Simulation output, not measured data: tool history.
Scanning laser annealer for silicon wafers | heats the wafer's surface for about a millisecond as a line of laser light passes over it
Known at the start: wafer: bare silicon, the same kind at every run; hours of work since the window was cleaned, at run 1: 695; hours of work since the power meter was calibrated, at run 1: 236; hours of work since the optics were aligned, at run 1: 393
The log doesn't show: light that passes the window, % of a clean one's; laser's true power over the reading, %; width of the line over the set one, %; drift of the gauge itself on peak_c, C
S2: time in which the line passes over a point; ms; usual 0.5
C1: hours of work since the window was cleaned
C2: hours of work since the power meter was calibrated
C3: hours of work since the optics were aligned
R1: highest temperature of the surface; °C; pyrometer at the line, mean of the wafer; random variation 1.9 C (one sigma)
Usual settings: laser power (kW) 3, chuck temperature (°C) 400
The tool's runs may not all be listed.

{"run": 1, "hour": 0.0, "laser power (kW)": 3, "S2": 0.5, "chuck temperature (°C)": 400, "C1": 695, "C2": 236, "C3": 393, "R1": 1122}
{"run": 2, "hour": 12.6, "laser power (kW)": 3, "S2": 0.41, "chuck temperature (°C)": 400, "C1": 701, "C2": 242, "C3": 399, "R1": 1043}
{"run": 3, "hour": 27.4, "laser power (kW)": 3, "S2": 0.5, "chuck temperature (°C)": 400, "C1": 709, "C2": 249, "C3": 407, "R1": 1124}
{"run": 4, "hour": 35.3, "laser power (kW)": 3, "S2": 0.5, "chuck temperature (°C)": 400, "C1": 713, "C2": 253, "C3": 411, "R1": 1120}
{"run": 5, "hour": 48.9, "laser power (kW)": 3, "S2": 0.5, "chuck temperature (°C)": 400, "C1": 719, "C2": 260, "C3": 417, "R1": 1125}
{"run": 6, "hour": 65.2, "laser power (kW)": 3, "S2": 0.5, "chuck temperature (°C)": 400, "C1": 727, "C2": 268, "C3": 425, "R1": 1121}
{"run": 7, "hour": 72.6, "laser power (kW)": 3, "S2": 0.5, "chuck temperature (°C)": 400, "C1": 731, "C2": 272, "C3": 429, "R1": 1117}
{"run": 8, "hour": 88.2, "laser power (kW)": 3, "S2": 0.5, "chuck temperature (°C)": 400, "C1": 739, "C2": 279, "C3": 437, "R1": 1116}
{"run": 9, "hour": 97.1, "laser power (kW)": 3, "S2": 0.5, "chuck temperature (°C)": 400, "C1": 743, "C2": 284, "C3": 441, "R1": 1116}
{"run": 10, "hour": 107.9, "laser power (kW)": 3, "S2": 0.457, "chuck temperature (°C)": 400, "C1": 748, "C2": 289, "C3": 446, "R1": 1080}
{"run": 11, "hour": 122.8, "laser power (kW)": 3, "S2": 0.457, "chuck temperature (°C)": 400, "C1": 756, "C2": 296, "C3": 454, "R1": 1079}
{"run": 12, "hour": 131.7, "laser power (kW)": 3, "S2": 0.457, "chuck temperature (°C)": 400, "C1": 760, "C2": 301, "C3": 458, "R1": 1083}
{"run": 13, "hour": 144.5, "laser power (kW)": 3.214, "S2": 0.5, "chuck temperature (°C)": 400, "C1": 766, "C2": 307, "C3": 464, "R1": 1162}
{"run": 14, "hour": 151.4, "laser power (kW)": 3, "S2": 0.5, "chuck temperature (°C)": 400, "C1": 770, "C2": 311, "C3": 468, "R1": 1113}
{"run": 15, "hour": 167.9, "laser power (kW)": 2.632, "S2": 0.5, "chuck temperature (°C)": 400, "C1": 778, "C2": 319, "C3": 476, "R1": 1027}
{"run": 16, "hour": 177.1, "laser power (kW)": 3, "S2": 0.5, "chuck temperature (°C)": 400, "C1": 782, "C2": 323, "C3": 480, "R1": 1114}
{"run": 17, "hour": 187.6, "laser power (kW)": 3, "S2": 0.5, "chuck temperature (°C)": 400, "C1": 788, "C2": 328, "C3": 486, "R1": 1115}
{"run": 18, "hour": 203.1, "laser power (kW)": 3, "S2": 0.5, "chuck temperature (°C)": 400, "C1": 795, "C2": 336, "C3": 493, "R1": 1115}
{"run": 19, "hour": 219.1, "laser power (kW)": 3.129, "S2": 0.5, "chuck temperature (°C)": 400, "C1": 803, "C2": 344, "C3": 501, "R1": 1143}
{"run": 20, "hour": 230.6, "laser power (kW)": 3.129, "S2": 0.5, "chuck temperature (°C)": 400, "C1": 809, "C2": 350, "C3": 507, "R1": 1142}
{"run": 21, "hour": 242.7, "laser power (kW)": 3.129, "S2": 0.5, "chuck temperature (°C)": 400, "C1": 815, "C2": 356, "C3": 513, "R1": 1143}
{"run": 22, "hour": 254.4, "laser power (kW)": 3.129, "S2": 0.503, "chuck temperature (°C)": 400, "C1": 821, "C2": 361, "C3": 519, "R1": 1141}

Forecast run 23:
{"run": 23, "hour": 262.2, "laser power (kW)": 3.212, "S2": 0.548, "chuck temperature (°C)": 391, "C1": 824, "C2": 365, "C3": 522, "R1": "?"}

Run 23 gave R1 1192 °C.
Without the tool's hidden state the same run would have given R1 1240 °C.
